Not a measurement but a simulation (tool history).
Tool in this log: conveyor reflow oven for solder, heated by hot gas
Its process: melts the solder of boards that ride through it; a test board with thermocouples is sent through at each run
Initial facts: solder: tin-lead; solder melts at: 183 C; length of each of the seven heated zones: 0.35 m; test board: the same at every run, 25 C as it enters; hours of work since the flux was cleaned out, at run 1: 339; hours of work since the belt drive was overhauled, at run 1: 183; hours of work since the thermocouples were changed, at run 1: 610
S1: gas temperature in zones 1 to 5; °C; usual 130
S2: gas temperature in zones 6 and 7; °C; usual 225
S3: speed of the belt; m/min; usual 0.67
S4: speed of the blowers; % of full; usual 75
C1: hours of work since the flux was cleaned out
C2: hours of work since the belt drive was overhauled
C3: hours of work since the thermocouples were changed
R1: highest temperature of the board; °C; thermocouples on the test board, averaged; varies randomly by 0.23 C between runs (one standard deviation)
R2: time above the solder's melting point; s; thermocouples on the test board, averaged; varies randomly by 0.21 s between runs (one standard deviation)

run	day	S1	S2	S3	S4	C1	C2	C3	R1	R2
1	0	130	225	0.67	75	339	183	610	209.1	39.5
2	0.275	130	225	0.67	75	343	186	614	209.4	39.4
3	0.5	130	225	0.67	75	345	189	616	209.3	39.5
4	0.742	130	232	0.67	75	348	192	619	215.5	44.2
5	1.025	130	232	0.67	75	352	195	623	215.7	44.2
6	1.425	130	232	0.67	75	357	200	628	215.7	43.8
7	1.679	130	232	0.67	75	360	204	631	215.6	43.7
8	1.871	130	232	0.67	75	363	206	633	215.4	43.7
9	2.171	130	225	0.67	75	366	210	637	209.5	39.7
10	2.554	130	225	0.67	75	371	215	642	209.1	39.3
11	2.875	130	225	0.67	75	375	219	646	209.3	39.9
12	3.179	117	225	0.67	59	379	222	650	202.6	29.6
13	3.575	121	235	0.707	64	384	227	655	211.9	36
14	3.758	136	227	0.786	59	386	230	657	202.8	28
15	3.938	136	226	0.786	73	388	232	659	205.8	31.3
# day 4.179: thermocouples of zones 6 and 7 changed
16	4.308	136	231	0.597	90	392	235	2	221.2	56.1
17	4.542	145	235	0.764	87	395	238	5	219.1	44
18	4.762	130	225	0.637	75	398	241	7	211.1	42.9

Branching from run 18: 4 alternative next runs. What would each branch give?
# day 5.212: flux residue cleaned out of gas plates and filters
A	5.275	116	225	0.637	89	1	245	11	?	?
# day 5.212: flux residue cleaned out of gas plates and filters
B	5.275	130	238	0.797	75	1	245	11	?	?
# day 5.212: flux residue cleaned out of gas plates and filters
C	5.275	122	214	0.67	75	1	245	11	?	?
# day 5.212: flux residue cleaned out of gas plates and filters
D	5.275	130	215	0.6	75	1	245	11	?	?

run	R1	R2
A	211.9	40.9
B	214.6	35.4
C	198.5	27.3
D	203.3	40.3
Had the tool no hidden state, the same runs would have come out as:
run	R1	R2
A	211.9	40.9
B	214.6	35.4
C	198.5	27.3
D	203.3	40.3
